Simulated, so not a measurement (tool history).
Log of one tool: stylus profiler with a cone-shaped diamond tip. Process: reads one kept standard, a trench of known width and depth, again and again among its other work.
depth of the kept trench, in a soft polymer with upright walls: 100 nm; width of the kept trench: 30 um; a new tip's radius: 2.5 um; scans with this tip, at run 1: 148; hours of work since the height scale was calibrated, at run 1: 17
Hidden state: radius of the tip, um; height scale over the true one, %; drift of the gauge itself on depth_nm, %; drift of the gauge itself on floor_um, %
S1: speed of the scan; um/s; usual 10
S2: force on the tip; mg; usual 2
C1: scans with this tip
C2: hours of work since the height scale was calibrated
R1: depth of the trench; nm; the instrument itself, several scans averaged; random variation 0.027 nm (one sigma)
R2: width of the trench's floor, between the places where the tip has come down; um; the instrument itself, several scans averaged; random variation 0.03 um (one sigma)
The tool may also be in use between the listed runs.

run 1 hour=0 | S1=10 S2=2 | C1=148 C2=17 | R1=101.26 R2=28.54
run 2 hour=10 | S1=10 S2=1.63 | C1=192 C2=22 | R1=101.12 R2=28.56
run 3 hour=23.4 | S1=10 S2=2 | C1=251 C2=29 | R1=101.32 R2=28.54
run 4 hour=36.1 | S1=10 S2=2 | C1=306 C2=36 | R1=101.23 R2=28.51
run 5 hour=43.9 | S1=10 S2=2 | C1=341 C2=40 | R1=101.29 R2=28.59
run 6 hour=58 | S1=10 S2=2 | C1=403 C2=47 | R1=101.3 R2=28.51
run 7 hour=66.5 | S1=10 S2=2 | C1=440 C2=51 | R1=101.28 R2=28.57
run 8 hour=75.3 | S1=10 S2=2 | C1=479 C2=56 | R1=101.28 R2=28.57
run 9 hour=92 | S1=8 S2=2 | C1=552 C2=64 | R1=101.31 R2=28.58
run 10 hour=102.3 | S1=10 S2=2 | C1=597 C2=70 | R1=101.26 R2=28.61
run 11 hour=119 | S1=10 S2=2 | C1=671 C2=78 | R1=101.29 R2=28.54
run 12 hour=136.9 | S1=10 S2=2 | C1=749 C2=87 | R1=101.27 R2=28.56
run 13 hour=149.9 | S1=19 S2=2 | C1=806 C2=94 | R1=101.26 R2=28.51
run 14 hour=163.1 | S1=31 S2=2 | C1=864 C2=101 | R1=101.25 R2=28.4
run 15 hour=181.1 | S1=10 S2=2 | C1=943 C2=110 | R1=101.29 R2=28.57
run 16 hour=188.3 | S1=10 S2=4.46 | C1=974 C2=114 | R1=102.23 R2=28.54
run 17 hour=203.5 | S1=10 S2=1.75 | C1=1041 C2=121 | R1=101.14 R2=28.52
run 18 hour=219.5 | S1=10 S2=4.7 | C1=1112 C2=129 | R1=102.27 R2=28.52
run 19 hour=228.5 | S1=10 S2=2 | C1=1151 C2=134 | R1=101.26 R2=28.55
run 20 hour=236.7 | S1=10 S2=2 | C1=1187 C2=138 | R1=101.24 R2=28.48
-- hour=238.4 height scale calibrated on a step standard
run 21 hour=252.4 | S1=10 S2=2 | C1=1253 C2=7 | R1=101.28 R2=28.56
run 22 hour=263.8 | S1=10 S2=2 | C1=1304 C2=13 | R1=101.21 R2=28.45
run 23 hour=279.7 | S1=10 S2=2 | C1=1373 C2=21 | R1=101.24 R2=28.55
run 24 hour=293.3 | S1=15 S2=5.1 | C1=1433 C2=28 | R1=102.43 R2=28.52
run 25 hour=301.4 | S1=15 S2=5.1 | C1=1469 C2=32 | R1=102.42 R2=28.46
run 26 hour=315.3 | S1=15 S2=5.1 | C1=1530 C2=39 | R1=102.37 R2=28.5
run 27 hour=323.7 | S1=15 S2=5.1 | C1=1567 C2=44 | R1=102.34 R2=28.52
-- hour=333.6 height scale calibrated on a step standard, once more
run 28 hour=341 | S1=15 S2=5.1 | C1=1640 C2=4 | R1=102.42 R2=28.57
run 29 hour=350.2 | S1=15 S2=5.1 | C1=1681 C2=9 | R1=102.37 R2=28.51
run 30 hour=367.9 | S1=5 S2=3.62 | C1=1758 C2=18 | R1=101.89 R2=28.59
run 31 hour=382.5 | S1=8 S2=3.21 | C1=1822 C2=25 | R1=101.78 R2=28.55
run 32 hour=393.8 | S1=8 S2=3.21 | C1=1872 C2=31 | R1=101.76 R2=28.55
run 33 hour=409.2 | S1=19 S2=5.75 | C1=1940 C2=39 | R1=102.61 R2=28.53
run 34 hour=424.1 | S1=32 S2=1.52 | C1=2005 C2=46 | R1=101.04 R2=28.36
run 35 hour=440.5 | S1=3 S2=3.88 | C1=2077 C2=55 | R1=101.96 R2=28.53
run 36 hour=458.4 | S1=7 S2=4.99 | C1=2155 C2=64 | R1=102.36 R2=28.48
run 37 hour=471.1 | S1=7 S2=4.99 | C1=2211 C2=70 | R1=102.3 R2=28.54
run 38 hour=486.4 | S1=8 S2=1.64 | C1=2278 C2=78 | R1=101.06 R2=28.52
run 39 hour=503.7 | S1=8 S2=1.64 | C1=2354 C2=87 | R1=101.09 R2=28.52
run 40 hour=515.9 | S1=5 S2=1.8 | C1=2408 C2=93 | R1=101.13 R2=28.48
run 41 hour=526.9 | S1=5 S2=1.8 | C1=2456 C2=99 | R1=101.19 R2=28.55
run 42 hour=537.8 | S1=8 S2=0.91 | C1=2504 C2=104 | R1=100.69 R2=28.42
run 43 hour=545.8 | S1=8 S2=0.91 | C1=2539 C2=109 | R1=100.7 R2=28.45
run 44 hour=557.7 | S1=5 S2=2.05 | C1=2591 C2=115 | R1=101.25 R2=28.54
run 45 hour=567 | S1=5 S2=2.05 | C1=2632 C2=119 | R1=101.29 R2=28.49
run 46 hour=579.5 | S1=8 S2=0.73 | C1=2687 C2=126 | R1=100.61 R2=28.44

3 ways to go on from here, each from the tool as it stands after run 46. What would each give?
run A hour=596.8 | S1=4 S2=2.15 | C1=2763 C2=135 | R1=? R2=?
run B hour=596.8 | S1=10 S2=0.78 | C1=2763 C2=135 | R1=? R2=?
run C hour=596.8 | S1=10 S2=1.88 | C1=2763 C2=135 | R1=? R2=?

run=A R1=101.3 R2=28.54
run=B R1=100.59 R2=28.44
run=C R1=101.18 R2=28.42
Without the tool's hidden state the same runs would have given:
run=A R1=101.38 R2=28.61
run=B R1=100.66 R2=28.51
run=C R1=101.26 R2=28.49
